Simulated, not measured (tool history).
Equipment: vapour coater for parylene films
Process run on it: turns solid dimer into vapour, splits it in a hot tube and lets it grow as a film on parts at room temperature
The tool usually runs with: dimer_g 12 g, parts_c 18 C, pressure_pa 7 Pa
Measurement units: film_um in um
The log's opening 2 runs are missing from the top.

run	hour	dimer_g	parts_c	pressure_pa	film_um
3	28.1	12	18	7	6.57
4	36.4	12	18	7	6.59
5	52	12	18	6.65	6.61
6	66.3	12	18	9	6.39
7	74.2	12	18	9	6.45
8	82.5	12	18	9	6.36
9	92.8	12	18	5.18	6.64
10	103.8	18	18	5.18	10.03
11	116.7	18	18	5.18	10
12	125.3	18	18	5.18	10
13	140.3	18	18	5.18	10.01
14	151.8	18	18	5.18	10.1
# hour 162: trap's valve overhauled
15	171.3	18	18	5.18	9.83
16	181.6	18	18	5.18	9.83
17	190.1	20	18	5.18	11.01
18	204.1	12	18	7	6.34
19	214.6	12	18	7	6.38
20	225.7	13	18	7	6.85
21	239.8	7	18	7	3.7
22	254.5	7	27	7	2.71
# hour 263.5: trap's valve overhauled, once more
23	267.6	7	27	7	2.89

Estimate the outcome of run 24 from the log above:
24	283.9	12	18	6.08	?

film_um: 6.91 um
Without the tool's hidden state the same run would have given film_um 7.02 um.
